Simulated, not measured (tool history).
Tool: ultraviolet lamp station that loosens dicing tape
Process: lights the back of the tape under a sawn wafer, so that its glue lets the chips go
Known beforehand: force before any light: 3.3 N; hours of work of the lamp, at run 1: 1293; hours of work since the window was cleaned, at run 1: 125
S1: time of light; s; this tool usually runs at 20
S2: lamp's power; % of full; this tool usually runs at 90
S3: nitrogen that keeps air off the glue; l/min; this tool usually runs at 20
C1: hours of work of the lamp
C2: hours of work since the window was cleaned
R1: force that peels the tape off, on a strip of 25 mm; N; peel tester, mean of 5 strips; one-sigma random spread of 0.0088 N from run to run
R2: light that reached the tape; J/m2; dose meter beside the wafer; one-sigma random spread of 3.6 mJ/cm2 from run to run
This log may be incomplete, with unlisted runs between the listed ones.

Run 1, day 0: usual settings; C1 1293; C2 125. Result: R1 0.61 N, R2 4060 J/m2.
Run 2, day 2.283: usual settings; C1 1333; C2 165. Result: R1 0.64 N, R2 3860 J/m2.
Run 3, day 4.271: usual settings; C1 1368; C2 200. Result: R1 0.631 N, R2 3710 J/m2.
At day 4.567: window cleaned of glue's vapour.
Run 4, day 6.429: usual settings; C1 1406; C2 33. Result: R1 0.523 N, R2 4420 J/m2.
Run 5, day 9.438: usual settings; C1 1458; C2 85. Result: R1 0.566 N, R2 4100 J/m2.
Run 6, day 11.025: usual settings; C1 1486; C2 113. Result: R1 0.605 N, R2 4000 J/m2.
Run 7, day 13.6: usual settings; C1 1531; C2 159. Result: R1 0.674 N, R2 3790 J/m2.
Run 8, day 15.233: usual settings; C1 1560; C2 187. Result: R1 0.654 N, R2 3660 J/m2.
At day 16.288: window cleaned of glue's vapour.
Run 9, day 16.533: usual settings but S1 28 s; C1 1582; C2 4. Result: R1 0.338 N, R2 6020 J/m2.
Run 10, day 18.35: usual settings but S1 27 s; C1 1614; C2 36. Result: R1 0.38 N, R2 5610 J/m2.
Run 11, day 20.654: usual settings but S1 11 s, S2 100 % of full, S3 6 l/min; C1 1655; C2 77. Result: R1 1.45 N, R2 2470 J/m2.
At day 21.854: lamp changed.
Run 12, day 22.9: usual settings but S1 11 s, S2 62 % of full, S3 6 l/min; C1 18; C2 115. Result: R1 1.586 N, R2 2050 J/m2.
Run 13, day 24.896: usual settings but S1 12 s, S2 68 % of full, S3 35 l/min; C1 53; C2 150. Result: R1 1.025 N, R2 2310 J/m2.
Run 14, day 26.492: usual settings but S1 29 s, S2 63 % of full, S3 9 l/min; C1 81; C2 178. Result: R1 0.579 N, R2 5120 J/m2.
At day 28.071: window cleaned of glue's vapour.
Run 15, day 29.617: usual settings but S1 13 s, S2 70 % of full, S3 6 l/min; C1 136; C2 27. Result: R1 1.273 N, R2 2830 J/m2.
Run 16, day 31.05: usual settings but S2 88 % of full; C1 161; C2 52. Result: R1 0.422 N, R2 5280 J/m2.
Run 17, day 32.367: usual settings but S1 10 s, S2 64 % of full, S3 10 l/min; C1 184; C2 75. Result: R1 1.589 N, R2 1870 J/m2.
Run 18, day 33.788: usual settings but S1 10 s, S2 64 % of full, S3 10 l/min; C1 209; C2 100. Result: R1 1.582 N, R2 1850 J/m2.
Run 19, day 36.225: usual settings but S1 10 s, S2 64 % of full, S3 10 l/min; C1 252; C2 143. Result: R1 1.719 N, R2 1750 J/m2.
Run 20, day 38.596: usual settings but S1 24 s; C1 293; C2 185. Result: R1 0.385 N, R2 5750 J/m2.

Forecast each of these 4 alternatives for the next run:
At day 39.8: window cleaned of glue's vapour.
Run A, day 40.738: usual settings but S1 23 s; C1 331; C2 16. Result: R1 ?, R2 ?.
At day 39.8: window cleaned of glue's vapour.
Run B, day 40.738: usual settings but S2 99 % of full; C1 331; C2 16. Result: R1 ?, R2 ?.
At day 39.8: window cleaned of glue's vapour.
Run C, day 40.738: usual settings but S2 81 % of full; C1 331; C2 16. Result: R1 ?, R2 ?.
At day 39.8: window cleaned of glue's vapour.
Run D, day 40.738: usual settings but S1 24 s, S3 8 l/min; C1 331; C2 16. Result: R1 ?, R2 ?.

run     R1    R2
  A  0.349  6350
  B  0.365  6050
  C  0.459  4960
  D  0.419  6680
Take away the tool's hidden state, keep each run's random variation, and the runs would have read:
run     R1    R2
  A  0.323  6860
  B  0.336  6530
  C  0.416  5360
  D  0.381  7210
